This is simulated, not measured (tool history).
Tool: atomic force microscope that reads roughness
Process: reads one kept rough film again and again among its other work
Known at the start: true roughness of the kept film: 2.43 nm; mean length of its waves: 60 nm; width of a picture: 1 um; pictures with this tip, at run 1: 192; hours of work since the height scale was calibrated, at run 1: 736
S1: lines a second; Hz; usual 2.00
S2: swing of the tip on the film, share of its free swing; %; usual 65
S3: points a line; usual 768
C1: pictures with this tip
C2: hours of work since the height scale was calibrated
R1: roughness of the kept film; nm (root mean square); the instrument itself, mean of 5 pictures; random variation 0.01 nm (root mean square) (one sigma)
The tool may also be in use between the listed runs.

run   hour    S1  S2   S3   C1    C2     R1
  1    0.0  2.00  65  768  192   736  2.239
  2   21.9  2.00  65  768  220   748  2.236
  3   67.5  2.00  65  768  278   773  2.222
      76.6  -- new tip fitted
  4   96.6  2.00  65  768   26   789  2.315
  5  118.1  2.00  65  768   53   801  2.313
  6  153.2  2.00  65  768   97   820  2.289
  7  196.7  2.00  65  790  152   844  2.265
  8  230.6  2.00  65  363  195   863  2.256
  9  257.0  2.00  65  768  228   877  2.256
 10  282.4  2.00  65  768  260   891  2.229
     306.5  -- new tip fitted
 11  312.5  1.17  65  768    7   907  2.364
 12  362.4  1.17  65  768   70   935  2.316
 13  384.0  1.17  65  794   97   947  2.316
 14  406.1  2.00  65  768  125   959  2.287
 15  439.4  2.00  65  768  167   977  2.259
 16  471.4  2.00  65  768  207   995  2.255
 17  501.1  2.00  65  768  245  1011  2.246

The next listed run, before its measurement:
     536.4  -- new tip fitted
 18  540.8  1.24  79  552   5  1032   ?

{"run 18": {"R1": 2.306}}
Without the tool's hidden state the same run would have given R1 2.268 nm (root mean square).
